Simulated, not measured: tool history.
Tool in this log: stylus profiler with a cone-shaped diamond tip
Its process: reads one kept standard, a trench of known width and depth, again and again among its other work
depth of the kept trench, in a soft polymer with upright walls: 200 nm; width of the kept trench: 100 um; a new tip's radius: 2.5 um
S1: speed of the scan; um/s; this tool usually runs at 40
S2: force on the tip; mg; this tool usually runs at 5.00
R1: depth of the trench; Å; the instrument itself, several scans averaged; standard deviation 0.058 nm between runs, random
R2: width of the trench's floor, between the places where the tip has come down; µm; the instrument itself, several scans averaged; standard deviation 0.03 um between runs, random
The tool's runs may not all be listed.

run     day   S1     S2      R1     R2
  1   0.000   40   5.00  2046.6  97.56
  2   1.554   40   5.00  2047.0  97.62
  3   3.521   40   5.00  2047.2  97.58
  4   4.946   40   5.00  2047.4  97.58
  5   5.938   40   5.00  2046.9  97.58
  6   7.279   40   5.00  2047.2  97.61
  7   9.125   40   5.00  2047.5  97.56
  8  10.221   40   5.00  2047.3  97.58
  9  11.904   40   5.00  2048.2  97.53
 10  13.971   40   5.00  2048.0  97.52
 11  15.567   40   5.00  2048.1  97.49
 12  16.558   40   1.72  2026.0  97.43
 13  17.417   40   1.72  2025.3  97.41
 14  19.329   40   1.72  2026.0  97.44
 15  21.233   40   5.67  2051.3  97.51
 16  22.408   40   5.67  2051.8  97.44
 17  23.354  104   5.13  2049.1  97.31
 18  24.562   66   6.11  2054.9  97.39
 19  26.150   23   5.79  2053.4  97.48
     26.267  -- height scale calibrated on a step standard
 20  27.925   40  11.06  2081.9  97.47
 21  29.496   53  10.72  2080.7  97.38
 22  30.521   53  10.72  2079.5  97.41
     31.942  -- height scale calibrated on a step standard, once more
 23  32.100   53  10.72  2071.2  97.40
     33.742  -- new tip fitted, height scale calibrated
 24  34.108  106  10.63  2071.5  97.88
 25  35.488   14  12.39  2079.3  98.07
 26  37.525   14  12.39  2079.3  98.05
 27  39.267   14  12.39  2078.8  97.99
 28  41.138   14  12.39  2079.7  97.93

3 options for the next run, each taken on its own from the tool as it stands now. Forecast them:
  A  42.142   24  12.39   ?   ?
  B  42.142  120   4.42   ?   ?
  C  42.142   50   5.45   ?   ?

run      R1     R2
  A  2079.7  97.92
  B  2039.8  97.63
  C  2046.4  97.86
Had the tool no hidden state, the same runs would have come out as:
run      R1     R2
  A  2079.4  97.99
  B  2039.4  97.70
  C  2046.1  97.93
